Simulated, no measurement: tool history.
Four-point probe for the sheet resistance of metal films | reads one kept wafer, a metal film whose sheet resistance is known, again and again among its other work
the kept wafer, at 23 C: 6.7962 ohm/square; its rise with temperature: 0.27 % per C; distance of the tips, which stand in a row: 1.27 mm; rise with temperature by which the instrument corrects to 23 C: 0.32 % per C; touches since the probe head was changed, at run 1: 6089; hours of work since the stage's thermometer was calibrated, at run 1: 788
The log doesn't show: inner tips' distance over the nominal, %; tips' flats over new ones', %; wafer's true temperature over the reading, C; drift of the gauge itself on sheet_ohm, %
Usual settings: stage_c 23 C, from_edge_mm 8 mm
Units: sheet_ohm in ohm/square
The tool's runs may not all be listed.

run,day,stage_c,from_edge_mm,touches since the probe head was changed,hours of work since the stage's thermometer was calibrated,sheet_ohm
1,0,23,8,6089,788,6.880115
2,1.829,23,8,7999,822,6.877454
3,3.162,23,8,9388,847,6.877174
4,4.271,23,7,10548,868,6.907211
5,6.517,23,7,12888,910,6.907143
6,8.779,23,7,15249,952,6.908065
7,10.917,23,7,17481,992,6.907997
8,13.521,23,21,20198,1040,6.804793
9,14.9,21,74,21638,1066,6.797747
10,17.046,29,5,23878,1106,7.002729
11,18.442,35,25,25334,1132,6.766255
12,20.683,29,28,27670,1173,6.783911
13,21.912,24,37,28955,1196,6.795901

5 ways to go on from here, each from the tool as it stands after run 13. What would each give?
A,24.342,23,9,31489,1242,?
B,24.342,23,14,31489,1242,?
C,24.342,33,56,31489,1242,?
D,24.342,23,12,31489,1242,?
E,24.342,26,37,31489,1242,?

run,sheet_ohm
A,6.865054
B,6.824667
C,6.767173
D,6.835616
E,6.791023
Without the tool's hidden state the same runs would have given:
run,sheet_ohm
A,6.866454
B,6.82606
C,6.768631
D,6.837012
E,6.792434
